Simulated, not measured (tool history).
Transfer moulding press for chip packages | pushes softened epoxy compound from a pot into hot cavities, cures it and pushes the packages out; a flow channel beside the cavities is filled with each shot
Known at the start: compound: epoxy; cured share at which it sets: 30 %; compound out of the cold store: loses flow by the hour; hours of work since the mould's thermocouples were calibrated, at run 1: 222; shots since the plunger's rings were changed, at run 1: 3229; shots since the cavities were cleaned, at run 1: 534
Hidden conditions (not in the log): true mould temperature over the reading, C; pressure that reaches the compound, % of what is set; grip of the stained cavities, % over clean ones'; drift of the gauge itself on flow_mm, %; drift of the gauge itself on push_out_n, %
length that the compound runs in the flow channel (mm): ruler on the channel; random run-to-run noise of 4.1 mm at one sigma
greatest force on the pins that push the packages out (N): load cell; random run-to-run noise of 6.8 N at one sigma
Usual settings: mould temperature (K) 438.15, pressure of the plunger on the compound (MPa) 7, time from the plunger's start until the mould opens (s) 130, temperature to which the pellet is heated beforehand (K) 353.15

run,hour,mould temperature (K),pressure of the plunger on the compound (MPa),time from the plunger's start until the mould opens (s),temperature to which the pellet is heated beforehand (K),hours of work since the mould's thermocouples were calibrated,shots since the plunger's rings were changed,shots since the cavities were cleaned,incoming compound's hours out of the cold store,length that the compound runs in the flow channel (mm),greatest force on the pins that push the packages out (N)
1,0,438.15,7,130,353.15,222,3229,534,14.8,937,273
# hour 10.2: plunger's sealing rings changed
# hour 21.6: cavities cleaned with cleaning compound and waxed
2,54.8,438.15,7,130,353.15,260,494,380,42.6,880,273
# hour 86.3: cavities cleaned with cleaning compound and waxed
3,99.9,438.15,7,148,353.15,292,993,156,17.5,931,268
4,126.6,438.15,7,148,353.15,312,1298,461,39.4,886,277
# hour 147.9: cavities cleaned with cleaning compound and waxed
5,187.8,438.15,7,148,353.15,357,1981,456,42.9,876,263
# hour 210.3: cavities cleaned with cleaning compound and waxed
6,226.8,437.15,7,130,353.15,385,2411,189,27.6,921,279
# hour 271.7: cavities cleaned with cleaning compound and waxed
7,285.7,438.15,7,130,353.15,428,3067,159,47.4,865,286
# hour 313.6: plunger's sealing rings changed
8,328.6,441.15,7,130,353.15,458,172,622,15.3,929,264
# hour 335.3: cavities cleaned with cleaning compound and waxed
9,388.4,441.15,7,130,353.15,501,839,608,16.8,923,275
# hour 398.3: cavities cleaned with cleaning compound and waxed
10,425.6,433.15,7.79,144,353.15,528,1247,311,36.5,966,294
# hour 455: mould's thermocouples calibrated
# hour 461.9: cavities cleaned with cleaning compound and waxed
11,465.8,433.15,7.79,144,353.15,7,1668,45,23,995,288
# hour 523.4: cavities cleaned with cleaning compound and waxed
12,528.1,433.15,7.79,151,353.15,52,2364,54,26,986,274
13,574.2,433.15,7.79,151,353.15,87,2892,582,23.8,994,278
# hour 588.2: cavities cleaned with cleaning compound and waxed
# hour 615.6: plunger's sealing rings changed
14,639.5,435.15,5.27,130,346.15,133,274,558,39.5,776,291
# hour 653.8: cavities cleaned with cleaning compound and waxed
15,672.2,438.15,7,136,348.15,156,631,211,22.1,923,281
# hour 717.4: cavities cleaned with cleaning compound and waxed
16,736.3,438.15,7,136,348.15,203,1347,216,43.9,883,283
# hour 781.5: cavities cleaned with cleaning compound and waxed
17,799.6,446.15,7,139,352.15,249,2055,207,44.2,845,272
# hour 844.6: cavities cleaned with cleaning compound and waxed
18,863,443.15,6.86,126,357.15,295,2763,210,47.6,838,258

Alternative continuations, all from the tool just after run 18; predict every row:
# hour 909: cavities cleaned with cleaning compound and waxed
# hour 915.2: plunger's sealing rings changed
A,921.6,443.15,8.41,126,357.15,336,73,116,38.5,?,?
# hour 909: cavities cleaned with cleaning compound and waxed
# hour 915.2: plunger's sealing rings changed
B,921.6,438.15,7,110,353.15,336,73,116,33.2,?,?
# hour 909: cavities cleaned with cleaning compound and waxed
# hour 915.2: plunger's sealing rings changed
C,921.6,431.15,5.92,126,351.15,336,73,116,18.3,?,?
# hour 909: cavities cleaned with cleaning compound and waxed
# hour 915.2: plunger's sealing rings changed
D,921.6,431.15,6.86,163,356.15,336,73,116,27.8,?,?
# hour 909: cavities cleaned with cleaning compound and waxed
# hour 915.2: plunger's sealing rings changed
E,921.6,438.15,5.68,134,353.15,336,73,116,23.5,?,?

run,length that the compound runs in the flow channel (mm),greatest force on the pins that push the packages out (N)
A,948,271
B,900,316
C,888,377
D,940,276
E,839,266
Without the tool's unlogged condition, the same runs would have read:
run,length that the compound runs in the flow channel (mm),greatest force on the pins that push the packages out (N)
A,949,269
B,901,315
C,889,375
D,940,274
E,839,264
